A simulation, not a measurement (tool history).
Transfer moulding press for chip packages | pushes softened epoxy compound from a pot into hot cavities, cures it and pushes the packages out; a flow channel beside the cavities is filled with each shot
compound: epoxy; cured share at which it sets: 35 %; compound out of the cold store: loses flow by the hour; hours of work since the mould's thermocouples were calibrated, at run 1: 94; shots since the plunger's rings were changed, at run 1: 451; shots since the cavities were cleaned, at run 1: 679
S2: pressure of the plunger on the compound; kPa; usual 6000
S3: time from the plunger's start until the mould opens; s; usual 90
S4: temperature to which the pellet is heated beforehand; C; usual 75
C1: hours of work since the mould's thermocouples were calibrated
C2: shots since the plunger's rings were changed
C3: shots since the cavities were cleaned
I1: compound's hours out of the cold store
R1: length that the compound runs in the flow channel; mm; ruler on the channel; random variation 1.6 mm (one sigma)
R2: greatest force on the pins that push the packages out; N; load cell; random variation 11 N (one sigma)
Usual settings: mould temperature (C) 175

run 1 hour=0.0 | mould_temperature_(C)=175 S2=6000 S3=90 S4=75 | C1=94 C2=451 C3=679 | I1=36.8 | R1=599 R2=712
-- hour=20.9 cavities cleaned with cleaning compound and waxed
run 2 hour=37.3 | mould_temperature_(C)=175 S2=6000 S3=90 S4=75 | C1=119 C2=937 C3=223 | I1=38.8 | R1=589 R2=633
run 3 hour=65.4 | mould_temperature_(C)=175 S2=6000 S3=90 S4=75 | C1=139 C2=1318 C3=604 | I1=13.1 | R1=621 R2=708
-- hour=90.8 cavities cleaned with cleaning compound and waxed
run 4 hour=97.3 | mould_temperature_(C)=175 S2=6000 S3=90 S4=75 | C1=160 C2=1730 C3=88 | I1=46.0 | R1=572 R2=569
run 5 hour=123.3 | mould_temperature_(C)=182 S2=6000 S3=90 S4=75 | C1=178 C2=2083 C3=441 | I1=25.8 | R1=575 R2=581
-- hour=160.5 cavities cleaned with cleaning compound and waxed
run 6 hour=161.6 | mould_temperature_(C)=182 S2=6000 S3=90 S4=75 | C1=204 C2=2582 C3=15 | I1=31.8 | R1=559 R2=475
run 7 hour=197.1 | mould_temperature_(C)=175 S2=6000 S3=90 S4=75 | C1=229 C2=3064 C3=497 | I1=45.8 | R1=554 R2=712
-- hour=211.0 plunger's sealing rings changed
-- hour=231.8 cavities cleaned with cleaning compound and waxed
run 8 hour=231.8 | mould_temperature_(C)=175 S2=6000 S3=90 S4=75 | C1=251 C2=263 C3=0 | I1=34.6 | R1=603 R2=534
run 9 hour=283.2 | mould_temperature_(C)=175 S2=6000 S3=90 S4=75 | C1=287 C2=959 C3=696 | I1=18.0 | R1=619 R2=762
-- hour=300.7 cavities cleaned with cleaning compound and waxed
run 10 hour=339.0 | mould_temperature_(C)=182 S2=5070 S3=91 S4=67 | C1=325 C2=1696 C3=520 | I1=24.8 | R1=538 R2=627
-- hour=371.1 cavities cleaned with cleaning compound and waxed
run 11 hour=386.2 | mould_temperature_(C)=182 S2=5070 S3=91 S4=67 | C1=357 C2=2316 C3=205 | I1=10.8 | R1=549 R2=560
run 12 hour=414.2 | mould_temperature_(C)=182 S2=5070 S3=91 S4=67 | C1=377 C2=2696 C3=585 | I1=20.2 | R1=532 R2=647
-- hour=440.7 cavities cleaned with cleaning compound and waxed
-- hour=458.5 plunger's sealing rings changed
run 13 hour=462.5 | mould_temperature_(C)=182 S2=4890 S3=91 S4=84 | C1=408 C2=54 C3=261 | I1=18.6 | R1=550 R2=531
run 14 hour=498.5 | mould_temperature_(C)=175 S2=5170 S3=90 S4=75 | C1=433 C2=542 C3=749 | I1=39.4 | R1=554 R2=733
-- hour=512.3 cavities cleaned with cleaning compound and waxed
run 15 hour=539.0 | mould_temperature_(C)=175 S2=6070 S3=96 S4=71 | C1=460 C2=1072 C3=363 | I1=46.9 | R1=585 R2=633
-- hour=581.2 cavities cleaned with cleaning compound and waxed
run 16 hour=581.2 | mould_temperature_(C)=175 S2=6000 S3=107 S4=75 | C1=489 C2=1623 C3=0 | I1=27.3 | R1=600 R2=454

3 ways to go on from here, each from the tool as it stands after run 16. What would each give?
run A hour=623.6 | mould_temperature_(C)=181 S2=7040 S3=71 S4=75 | C1=519 C2=2198 C3=575 | I1=16.8 | R1=? R2=?
run B hour=623.6 | mould_temperature_(C)=170 S2=5050 S3=107 S4=77 | C1=519 C2=2198 C3=575 | I1=32.7 | R1=? R2=?
run C hour=623.6 | mould_temperature_(C)=175 S2=4800 S3=73 S4=75 | C1=519 C2=2198 C3=575 | I1=27.7 | R1=? R2=?

run=A R1=643 R2=760
run=B R1=555 R2=727
run=C R1=530 R2=999
Without the tool's hidden state the same runs would have given:
run=A R1=666 R2=519
run=B R1=573 R2=498
run=C R1=548 R2=659

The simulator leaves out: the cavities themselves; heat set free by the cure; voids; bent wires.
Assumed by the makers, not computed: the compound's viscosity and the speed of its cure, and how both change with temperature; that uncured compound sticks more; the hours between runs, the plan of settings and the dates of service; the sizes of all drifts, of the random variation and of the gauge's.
